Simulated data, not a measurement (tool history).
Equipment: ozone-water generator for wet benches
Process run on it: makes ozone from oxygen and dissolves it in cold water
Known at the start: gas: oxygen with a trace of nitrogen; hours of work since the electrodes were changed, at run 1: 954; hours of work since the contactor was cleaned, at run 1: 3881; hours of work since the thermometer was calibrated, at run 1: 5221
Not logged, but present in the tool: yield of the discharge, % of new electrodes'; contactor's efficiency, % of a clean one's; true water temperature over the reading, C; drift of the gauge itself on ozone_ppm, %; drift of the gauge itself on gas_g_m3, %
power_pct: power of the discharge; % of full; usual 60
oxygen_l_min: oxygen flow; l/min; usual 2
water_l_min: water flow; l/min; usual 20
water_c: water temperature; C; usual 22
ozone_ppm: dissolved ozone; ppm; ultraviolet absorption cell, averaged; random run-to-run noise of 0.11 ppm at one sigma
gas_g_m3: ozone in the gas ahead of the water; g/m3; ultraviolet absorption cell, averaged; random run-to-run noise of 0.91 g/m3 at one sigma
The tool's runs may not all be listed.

| run | day | power_pct | oxygen_l_min | water_l_min | water_c | hours of work since the electrodes were changed | hours of work since the contactor was cleaned | hours of work since the thermometer was calibrated | ozone_ppm | gas_g_m3 |
|---|---|---|---|---|---|---|---|---|---|---|
| 1 | 0 | 60 | 2 | 20 | 22 | 954 | 3881 | 5221 | 6.8 | 152.9 |
| 2 | 1.275 | 60 | 2.31 | 20 | 22 | 984 | 3911 | 5251 | 6.8 | 138.2 |
| 3 | 2.371 | 60 | 2.31 | 20 | 22 | 1010 | 3937 | 5277 | 6.8 | 138.2 |
| 4 | 3.679 | 60 | 2.31 | 20 | 22 | 1041 | 3968 | 5308 | 6.7 | 136.7 |
| 5 | 5.221 | 60 | 2 | 20 | 21 | 1077 | 4005 | 5345 | 6.7 | 151.6 |
| 6 | 7.046 | 60 | 2 | 20 | 21 | 1121 | 4048 | 5388 | 6.7 | 154.5 |
| 7 | 9.583 | 60 | 2 | 20 | 21 | 1181 | 4108 | 5448 | 6.9 | 154.2 |
| 8 | 11.279 | 60 | 1.26 | 20 | 22 | 1221 | 4148 | 5489 | 6.5 | 211.3 |
| 9 | 13.217 | 60 | 1.26 | 20 | 22 | 1267 | 4194 | 5535 | 6.4 | 212.9 |
| 10 | 15.392 | 60 | 1.26 | 20 | 22 | 1319 | 4246 | 5586 | 6.5 | 212.6 |
| 11 | 17.008 | 60 | 1.31 | 20 | 22 | 1357 | 4284 | 5624 | 6.4 | 206.7 |
| 12 | 18.608 | 60 | 2 | 20 | 22 | 1395 | 4322 | 5662 | 6.6 | 156.4 |
| 13 | 20.017 | 60 | 2 | 20 | 22 | 1428 | 4356 | 5696 | 6.7 | 154.9 |
| 14 | 22.292 | 60 | 2 | 29 | 22 | 1482 | 4409 | 5750 | 4.1 | 154.6 |
|  | 23.092 | water thermometer calibrated |
| 15 | 24.325 | 60 | 2 | 29 | 22 | 1530 | 4457 | 29 | 4.1 | 156.2 |
| 16 | 26.575 | 60 | 2 | 29 | 22 | 1583 | 4511 | 83 | 4.2 | 157.2 |
| 17 | 28.375 | 60 | 2 | 29 | 22 | 1626 | 4553 | 125 | 4 | 156.9 |
|  | 29.95 | gauge calibrated |
| 18 | 30.096 | 60 | 2 | 20 | 19 | 1667 | 4594 | 166 | 6.7 | 151.7 |
| 19 | 32.171 | 45 | 1.35 | 13 | 27 | 1716 | 4643 | 215 | 8 | 159 |
| 20 | 33.558 | 45 | 1.35 | 13 | 27 | 1749 | 4676 | 248 | 8.2 | 160.6 |
| 21 | 35.396 | 45 | 1.35 | 13 | 24 | 1793 | 4720 | 292 | 8.2 | 160 |
| 22 | 37.2 | 60 | 2 | 20 | 16 | 1836 | 4763 | 335 | 6.9 | 152.7 |
| 23 | 38.942 | 63 | 2.21 | 17 | 25 | 1877 | 4804 | 376 | 8 | 150.1 |
| 24 | 40.971 | 63 | 2.21 | 17 | 25 | 1925 | 4852 | 424 | 8 | 149.5 |
| 25 | 42.979 | 63 | 2.21 | 17 | 25 | 1973 | 4900 | 472 | 8.2 | 147.8 |

Expected results for the next run?
| 26 | 44.85 | 86 | 2.21 | 17 | 25 | 2017 | 4944 | 516 | ? | ? |

Run 26 produced ozone_ppm 10.4 ppm, gas_g_m3 192.5 g/m3.
The same run, on a tool lacking any hidden state, would have yielded ozone_ppm 10.4 ppm, gas_g_m3 189.9 g/m3.

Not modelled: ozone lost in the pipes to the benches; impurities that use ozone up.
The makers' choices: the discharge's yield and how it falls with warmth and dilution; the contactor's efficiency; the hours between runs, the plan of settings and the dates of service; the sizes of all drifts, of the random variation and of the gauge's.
